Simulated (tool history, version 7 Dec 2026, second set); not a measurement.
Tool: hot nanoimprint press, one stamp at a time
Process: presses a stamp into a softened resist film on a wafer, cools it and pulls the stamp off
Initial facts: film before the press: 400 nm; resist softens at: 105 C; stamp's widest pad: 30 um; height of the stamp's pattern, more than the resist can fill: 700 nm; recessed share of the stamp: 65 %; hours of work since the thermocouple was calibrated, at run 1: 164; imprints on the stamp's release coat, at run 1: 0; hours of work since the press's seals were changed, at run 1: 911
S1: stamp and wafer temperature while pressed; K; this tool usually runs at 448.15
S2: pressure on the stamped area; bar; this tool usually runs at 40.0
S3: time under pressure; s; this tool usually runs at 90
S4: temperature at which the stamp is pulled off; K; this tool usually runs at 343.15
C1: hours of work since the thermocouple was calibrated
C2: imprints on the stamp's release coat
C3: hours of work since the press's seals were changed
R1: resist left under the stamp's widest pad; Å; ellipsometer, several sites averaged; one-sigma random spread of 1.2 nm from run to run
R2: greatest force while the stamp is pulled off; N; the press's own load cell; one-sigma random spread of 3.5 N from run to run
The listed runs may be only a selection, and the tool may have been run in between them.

run 1 day=0.000 | S1=448.15 S2=40.0 S3=90 S4=343.15 | C1=164 C2=0 C3=911 | R1=1769 R2=169
run 2 day=1.725 | S1=448.15 S2=40.0 S3=90 S4=343.15 | C1=181 C2=130 C3=928 | R1=1782 R2=170
run 3 day=3.479 | S1=448.15 S2=40.0 S3=90 S4=343.15 | C1=198 C2=262 C3=945 | R1=1779 R2=170
run 4 day=6.062 | S1=448.15 S2=40.0 S3=90 S4=343.15 | C1=223 C2=457 C3=970 | R1=1788 R2=165
run 5 day=8.058 | S1=448.15 S2=40.0 S3=90 S4=343.15 | C1=243 C2=607 C3=989 | R1=1780 R2=161
run 6 day=10.017 | S1=448.15 S2=58.2 S3=90 S4=343.15 | C1=262 C2=755 C3=1008 | R1=1517 R2=157
run 7 day=11.317 | S1=448.15 S2=58.2 S3=92 S4=343.15 | C1=274 C2=853 C3=1021 | R1=1495 R2=169
-- day=12.754 stamp cleaned and given a new release coat
run 8 day=14.142 | S1=448.15 S2=40.0 S3=90 S4=343.15 | C1=299 C2=104 C3=1046 | R1=1780 R2=166
-- day=15.929 press's hydraulic seals changed and the load cell set to zero
run 9 day=17.200 | S1=448.15 S2=40.0 S3=90 S4=343.15 | C1=326 C2=310 C3=12 | R1=1791 R2=164
run 10 day=19.138 | S1=448.15 S2=32.4 S3=90 S4=343.15 | C1=345 C2=456 C3=31 | R1=1962 R2=168
-- day=20.492 plate thermocouple calibrated
run 11 day=21.408 | S1=448.15 S2=32.4 S3=90 S4=343.15 | C1=9 C2=618 C3=52 | R1=1952 R2=175
run 12 day=22.908 | S1=448.15 S2=32.4 S3=90 S4=343.15 | C1=23 C2=731 C3=67 | R1=1943 R2=165
-- day=25.842 stamp cleaned and given a new release coat
run 13 day=25.842 | S1=448.15 S2=40.0 S3=90 S4=349.15 | C1=50 C2=0 C3=93 | R1=1786 R2=150
run 14 day=26.946 | S1=448.15 S2=40.0 S3=90 S4=343.15 | C1=60 C2=83 C3=104 | R1=1786 R2=164
run 15 day=28.112 | S1=454.15 S2=40.0 S3=90 S4=343.15 | C1=72 C2=171 C3=115 | R1=1305 R2=166
run 16 day=29.633 | S1=454.15 S2=40.0 S3=90 S4=343.15 | C1=86 C2=286 C3=130 | R1=1304 R2=169
run 17 day=32.342 | S1=448.15 S2=34.5 S3=90 S4=348.15 | C1=113 C2=490 C3=156 | R1=1906 R2=160
run 18 day=35.079 | S1=448.15 S2=30.7 S3=90 S4=334.15 | C1=139 C2=697 C3=183 | R1=1965 R2=183
run 19 day=36.429 | S1=444.15 S2=38.5 S3=120 S4=333.15 | C1=153 C2=798 C3=196 | R1=1991 R2=182
-- day=38.483 stamp cleaned and given a new release coat
run 20 day=39.312 | S1=446.15 S2=38.5 S3=63 S4=333.15 | C1=178 C2=62 C3=221 | R1=2263 R2=183
run 21 day=40.925 | S1=448.15 S2=58.5 S3=85 S4=346.15 | C1=194 C2=184 C3=237 | R1=1546 R2=171
run 22 day=42.321 | S1=442.15 S2=27.9 S3=85 S4=346.15 | C1=208 C2=289 C3=251 | R1=2736 R2=160
run 23 day=44.392 | S1=442.15 S2=27.9 S3=85 S4=346.15 | C1=228 C2=445 C3=271 | R1=2701 R2=160
run 24 day=46.871 | S1=442.15 S2=27.9 S3=85 S4=346.15 | C1=252 C2=632 C3=295 | R1=2744 R2=164
run 25 day=48.129 | S1=450.15 S2=27.9 S3=98 S4=343.15 | C1=264 C2=727 C3=307 | R1=1829 R2=165
run 26 day=50.162 | S1=450.15 S2=27.9 S3=98 S4=343.15 | C1=284 C2=881 C3=327 | R1=1795 R2=169
-- day=51.175 stamp cleaned and given a new release coat
run 27 day=52.304 | S1=450.15 S2=27.9 S3=157 S4=346.15 | C1=302 C2=85 C3=345 | R1=1506 R2=164
run 28 day=54.458 | S1=448.15 S2=40.0 S3=90 S4=329.15 | C1=323 C2=248 C3=366 | R1=1768 R2=188
run 29 day=56.396 | S1=456.15 S2=40.0 S3=90 S4=335.15 | C1=342 C2=394 C3=385 | R1=1185 R2=174

Each row is a separate what-if for the run after 29, all from the same tool condition, not one after another. Results?
-- day=58.054 plate thermocouple calibrated
run A day=58.596 | S1=456.15 S2=40.0 S3=90 S4=338.15 | C1=5 C2=550 C3=405 | R1=? R2=?
-- day=58.054 plate thermocouple calibrated
run B day=58.596 | S1=440.15 S2=40.0 S3=90 S4=343.15 | C1=5 C2=550 C3=405 | R1=? R2=?
-- day=58.054 plate thermocouple calibrated
run C day=58.596 | S1=452.15 S2=40.0 S3=90 S4=343.15 | C1=5 C2=550 C3=405 | R1=? R2=?

run=A R1=1161 R2=172
run=B R1=2595 R2=172
run=C R1=1434 R2=168
Without the tool's unlogged condition, the same runs would have read:
run=A R1=1161 R2=172
run=B R1=2595 R2=172
run=C R1=1433 R2=168

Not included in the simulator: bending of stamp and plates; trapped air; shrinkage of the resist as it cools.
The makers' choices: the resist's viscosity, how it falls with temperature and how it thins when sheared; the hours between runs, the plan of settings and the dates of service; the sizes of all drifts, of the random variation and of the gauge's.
